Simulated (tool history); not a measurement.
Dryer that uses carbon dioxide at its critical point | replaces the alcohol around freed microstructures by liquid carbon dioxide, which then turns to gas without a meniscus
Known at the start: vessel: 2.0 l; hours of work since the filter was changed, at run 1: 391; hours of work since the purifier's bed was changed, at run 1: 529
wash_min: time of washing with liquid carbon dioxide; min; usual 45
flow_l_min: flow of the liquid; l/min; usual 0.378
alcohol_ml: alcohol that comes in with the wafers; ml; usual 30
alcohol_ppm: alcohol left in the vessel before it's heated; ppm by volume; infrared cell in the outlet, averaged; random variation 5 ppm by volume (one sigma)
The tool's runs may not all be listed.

run	hour	wash_min	flow_l_min	alcohol_ml	hours of work since the filter was changed	hours of work since the purifier's bed was changed	alcohol_ppm
1	0.0	45	0.378	30	391	529	135
2	27.4	45	0.378	30	407	545	149
3	56.5	45	0.349	30	424	562	168
4	83.9	45	0.378	26	440	578	147
5	102.0	57	0.378	30	450	588	143
6	121.5	45	0.378	30	461	600	158
7	149.3	45	0.378	30	478	616	166
8	170.6	45	0.455	30	490	628	153
# hour 180.9: inlet filter changed
9	185.7	62	0.493	24	3	636	152
10	198.5	45	0.549	107	10	644	158
11	227.2	45	0.549	107	27	660	159
12	256.6	45	0.549	107	44	678	156
13	277.9	45	0.549	107	56	690	152
14	298.5	28	0.471	64	68	702	235
15	319.6	39	0.421	51	81	714	185
16	332.6	45	0.463	30	88	722	178

3 ways to go on from here, each from the tool as it stands after run 16. What would each give?
A	344.9	48	0.350	26	95	729	?
B	344.9	57	0.551	30	95	729	?
C	344.9	45	0.264	52	95	729	?

run	alcohol_ppm
A	172
B	170
C	315
Without the tool's hidden state the same runs would have given:
run	alcohol_ppm
A	2
B	1
C	125

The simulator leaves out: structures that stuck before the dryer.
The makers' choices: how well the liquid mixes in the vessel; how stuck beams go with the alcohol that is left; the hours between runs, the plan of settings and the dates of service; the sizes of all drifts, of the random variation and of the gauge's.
